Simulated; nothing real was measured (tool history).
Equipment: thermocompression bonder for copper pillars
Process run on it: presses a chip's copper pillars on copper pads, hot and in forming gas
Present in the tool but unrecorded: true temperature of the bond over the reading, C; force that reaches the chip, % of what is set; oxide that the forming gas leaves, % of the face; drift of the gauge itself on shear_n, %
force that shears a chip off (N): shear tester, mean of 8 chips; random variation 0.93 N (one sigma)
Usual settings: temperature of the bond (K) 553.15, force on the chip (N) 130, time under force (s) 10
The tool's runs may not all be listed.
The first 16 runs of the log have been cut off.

run     day  temperature of the bond (K)  force on the chip (N)  time under force (s)  hours of work since the heater was calibrated  hours of work since the force cell was calibrated  hours of work since the gas filter was changed  force that shears a chip off (N)
 17  10.433                       553.15                    130                    10                                             15                                                386                                              63                              74.6
 18  11.254                       553.15                    130                    10                                             26                                                397                                              74                              74.5
 19  11.842                       553.15                    130                    10                                             34                                                405                                              82                              73.9
 20  12.504                       553.15                    157                    10                                             43                                                414                                              91                              78.7
     12.979  -- heater calibrated with a thermocouple chip, once more
 21  13.325                       553.15                    130                    22                                              5                                                424                                             100                              92.5
 22  13.967                       565.15                    136                    10                                             13                                                433                                             109                              83.3
 23  14.733                       577.15                    130                     5                                             24                                                443                                             120                              70.9
 24  15.488                       574.15                     92                    19                                             34                                                453                                             130                              88.8
 25  16.046                       553.15                    130                    18                                             41                                                461                                             137                              87.7
 26  16.562                       542.15                    130                    10                                             48                                                468                                             144                              67.3
 27  17.267                       542.15                    130                    10                                             58                                                477                                             154                              65.2
 28  18.029                       542.15                    130                    10                                             68                                                488                                             164                              65.7
 29   18.65                       542.15                    130                    10                                             77                                                496                                             173                              65.1
 30  19.229                       542.15                    130                    14                                             85                                                504                                             180                              72.6
 31  19.858                       542.15                    127                     8                                             93                                                512                                             189                              57.6
 32    20.3                       542.15                    127                     8                                             99                                                518                                             195                              58.6
     20.371  -- forming gas filter changed
 33  21.133                       566.15                    127                     6                                            110                                                529                                              10                              70.8
 34  21.875                       566.15                    127                    19                                            120                                                539                                              20                              99.1
 35  22.592                       527.15                    168                    13                                            130                                                549                                              30                              74.8
 36  23.088                       527.15                    168                    13                                            136                                                556                                              37                              73.5
 37  23.483                       527.15                    168                    13                                            142                                                561                                              42                              73.1
 38  23.992                       576.15                     88                    10                                            149                                                568                                              49                              73.3
 39  24.521                       582.15                    148                    19                                            156                                                575                                              56                             111.9
 40  25.088                       582.15                    139                    19                                            163                                                583                                              64                             108.5

Below are 3 alternative next runs, each starting from the tool's condition after run 40. Predict each:
  A  25.596                       569.15                    108                    10                                            170                                                590                                              71                                 ?
  B  25.596                       553.15                    134                     6                                            170                                                590                                              71                                 ?
  C  25.596                       571.15                    130                    10                                            170                                                590                                              71                                 ?

run  force that shears a chip off (N)
  A                              77.3
  B                              62.6
  C                              85.3
Had the tool no hidden state, the same runs would have come out as:
run  force that shears a chip off (N)
  A                              82.1
  B                              66.8
  C                              90.2

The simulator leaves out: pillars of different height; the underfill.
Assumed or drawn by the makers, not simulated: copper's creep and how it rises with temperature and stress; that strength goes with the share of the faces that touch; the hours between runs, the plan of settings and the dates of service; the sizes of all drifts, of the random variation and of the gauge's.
